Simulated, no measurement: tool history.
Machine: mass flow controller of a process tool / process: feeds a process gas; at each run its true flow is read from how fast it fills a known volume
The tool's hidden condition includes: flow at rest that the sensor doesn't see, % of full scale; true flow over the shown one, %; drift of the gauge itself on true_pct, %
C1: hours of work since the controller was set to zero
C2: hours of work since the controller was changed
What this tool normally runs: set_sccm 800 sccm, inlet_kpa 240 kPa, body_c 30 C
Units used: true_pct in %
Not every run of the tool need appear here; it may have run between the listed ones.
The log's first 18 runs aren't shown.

Run 19, hour 2140.1: usual settings; C1 4266; C2 4266. Result: true_pct 99.48 %.
Run 20, hour 2265.4: usual settings; C1 4350; C2 4350. Result: true_pct 99.52 %.
Run 21, hour 2365.0: usual settings; C1 4417; C2 4417. Result: true_pct 99.50 %.
Run 22, hour 2468.2: usual settings; C1 4485; C2 4485. Result: true_pct 99.50 %.
Run 23, hour 2571.0: usual settings; C1 4554; C2 4554. Result: true_pct 99.46 %.
Run 24, hour 2715.3: usual settings but inlet_kpa 230 kPa, body_c 21 C; C1 4650; C2 4650. Result: true_pct 98.74 %.
Run 25, hour 2804.4: usual settings but set_sccm 160 sccm, inlet_kpa 255 kPa; C1 4710; C2 4710. Result: true_pct 93.47 %.
Run 26, hour 2902.8: usual settings but set_sccm 561 sccm, inlet_kpa 255 kPa, body_c 24 C; C1 4776; C2 4776. Result: true_pct 97.74 %.
Run 27, hour 3046.6: usual settings but set_sccm 561 sccm, inlet_kpa 255 kPa, body_c 24 C; C1 4872; C2 4872. Result: true_pct 97.77 %.
Run 28, hour 3144.3: usual settings but set_sccm 276 sccm, body_c 24 C; C1 4937; C2 4937. Result: true_pct 95.45 %.
Run 29, hour 3251.1: usual settings but set_sccm 214 sccm, inlet_kpa 224 kPa, body_c 37 C; C1 5008; C2 5008. Result: true_pct 95.52 %.
Run 30, hour 3319.7: usual settings but set_sccm 145 sccm, inlet_kpa 208 kPa, body_c 22 C; C1 5054; C2 5054. Result: true_pct 91.98 %.
Run 31, hour 3465.0: usual settings but set_sccm 145 sccm, inlet_kpa 208 kPa, body_c 22 C; C1 5151; C2 5151. Result: true_pct 91.90 %.
Run 32, hour 3612.0: usual settings but inlet_kpa 180 kPa; C1 5249; C2 5249. Result: true_pct 99.58 %.
Run 33, hour 3724.3: usual settings but inlet_kpa 269 kPa; C1 5324; C2 5324. Result: true_pct 99.35 %.
Run 34, hour 3839.1: usual settings but set_sccm 906 sccm, body_c 31 C; C1 5400; C2 5400. Result: true_pct 99.94 %.
Run 35, hour 3908.0: usual settings but set_sccm 906 sccm, inlet_kpa 218 kPa, body_c 31 C; C1 5446; C2 5446. Result: true_pct 100.00 %.
Run 36, hour 3983.2: usual settings but set_sccm 150 sccm, body_c 26 C; C1 5497; C2 5497. Result: true_pct 92.02 %.
At hour 4073.5: controller's zero set anew.
Run 37, hour 4087.6: usual settings but set_sccm 142 sccm, inlet_kpa 179 kPa, body_c 34 C; C1 9; C2 5566. Result: true_pct 99.14 %.
Run 38, hour 4209.4: usual settings but set_sccm 142 sccm, inlet_kpa 179 kPa, body_c 34 C; C1 91; C2 5647. Result: true_pct 98.99 %.
Run 39, hour 4297.9: usual settings but set_sccm 193 sccm, inlet_kpa 207 kPa; C1 150; C2 5706. Result: true_pct 98.72 %.
Run 40, hour 4442.7: usual settings but set_sccm 924 sccm, inlet_kpa 207 kPa, body_c 24 C; C1 246; C2 5803. Result: true_pct 100.51 %.
Run 41, hour 4539.3: usual settings but set_sccm 924 sccm, inlet_kpa 152 kPa, body_c 34 C; C1 311; C2 5868. Result: true_pct 101.55 %.
Run 42, hour 4609.2: usual settings but set_sccm 924 sccm, inlet_kpa 152 kPa, body_c 34 C; C1 358; C2 5914. Result: true_pct 101.58 %.
Run 43, hour 4759.8: usual settings but set_sccm 924 sccm, inlet_kpa 152 kPa, body_c 34 C; C1 458; C2 6015. Result: true_pct 101.60 %.

Alternative continuations, all from the tool just after run 43; predict every row:
Run A, hour 4878.1: usual settings but inlet_kpa 184 kPa; C1 537; C2 6094. Result: true_pct ?.
Run B, hour 4878.1: usual settings but set_sccm 372 sccm, inlet_kpa 270 kPa, body_c 34 C; C1 537; C2 6094. Result: true_pct ?.
Run C, hour 4878.1: usual settings but set_sccm 704 sccm, inlet_kpa 167 kPa, body_c 27 C; C1 537; C2 6094. Result: true_pct ?.
Run D, hour 4878.1: usual settings but set_sccm 330 sccm, inlet_kpa 201 kPa, body_c 24 C; C1 537; C2 6094. Result: true_pct ?.

run  true_pct
  A    100.70
  B     99.49
  C    100.24
  D     98.55
Take away the tool's hidden state, keep each run's random variation, and the runs would have read:
run  true_pct
  A     99.89
  B     98.85
  C     99.45
  D     97.94
